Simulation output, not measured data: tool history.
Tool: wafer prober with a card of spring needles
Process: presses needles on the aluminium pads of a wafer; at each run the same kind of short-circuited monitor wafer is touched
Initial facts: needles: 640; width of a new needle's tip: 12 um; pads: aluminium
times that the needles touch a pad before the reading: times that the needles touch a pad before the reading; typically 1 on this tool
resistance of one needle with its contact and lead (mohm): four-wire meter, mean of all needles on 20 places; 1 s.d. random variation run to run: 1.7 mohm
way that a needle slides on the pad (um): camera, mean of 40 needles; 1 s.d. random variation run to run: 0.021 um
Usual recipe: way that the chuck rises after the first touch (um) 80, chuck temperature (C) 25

run,hour,way that the chuck rises after the first touch (um),chuck temperature (C),times that the needles touch a pad before the reading,resistance of one needle with its contact and lead (mohm),way that a needle slides on the pad (um)
1,0,80,25,1,178,21.59
# hour 8: tips cleaned on abrasive film
2,13.8,80,25,1,172,21.57
# hour 24.7: tips cleaned on abrasive film
3,34.8,80,25,1,172,21.53
# hour 40.9: tips cleaned on abrasive film
4,54.8,80,25,1,174,21.54
# hour 57.3: tips cleaned on abrasive film
# hour 73.9: tips cleaned on abrasive film
5,81.3,80,25,1,172,21.53
# hour 90.1: tips cleaned on abrasive film
6,93.3,80,111,1,188,21.54
# hour 106.8: tips cleaned on abrasive film
7,115.7,80,111,1,189,21.48
# hour 123.1: tips cleaned on abrasive film
8,137.8,80,25,1,175,21.48
# hour 140.1: tips cleaned on abrasive film
# hour 156.4: tips cleaned on abrasive film
9,157.1,80,25,1,175,21.47
10,168.5,80,25,3,173,21.48
# hour 172.2: tips cleaned on abrasive film
11,186.1,80,25,1,171,21.45
# hour 188: tips cleaned on abrasive film
# hour 204.9: tips cleaned on abrasive film
12,212.2,69,53,2,183,18.47
# hour 220.7: tips cleaned on abrasive film
# hour 221: height of the first contact set anew
13,226.3,76,53,1,183,20.36
# hour 238.5: tips cleaned on abrasive film
14,249.1,80,25,2,173,21.41
# hour 254.4: tips cleaned on abrasive film
15,262.9,80,25,1,173,21.45
# hour 271.2: tips cleaned on abrasive film
16,284.9,94,25,1,173,25.14
# hour 287.4: tips cleaned on abrasive film
17,301.3,94,25,1,176,25.1
# hour 305: tips cleaned on abrasive film
# hour 321.4: tips cleaned on abrasive film
18,326.6,82,108,3,187,21.89
# hour 337.2: tips cleaned on abrasive film
19,341.8,65,108,1,192,17.36
# hour 354.2: tips cleaned on abrasive film
20,358.8,65,108,1,193,17.32

Run 21 comes next. What will it give?
# hour 370.9: tips cleaned on abrasive film
21,380.1,94,47,2,?,?

resistance of one needle with its contact and lead (mohm): 177
way that a needle slides on the pad (um): 25.07
With the hidden condition absent and the run-to-run variation left alone, this run would have shown resistance of one needle with its contact and lead (mohm) 177, way that a needle slides on the pad (um) 25.37.

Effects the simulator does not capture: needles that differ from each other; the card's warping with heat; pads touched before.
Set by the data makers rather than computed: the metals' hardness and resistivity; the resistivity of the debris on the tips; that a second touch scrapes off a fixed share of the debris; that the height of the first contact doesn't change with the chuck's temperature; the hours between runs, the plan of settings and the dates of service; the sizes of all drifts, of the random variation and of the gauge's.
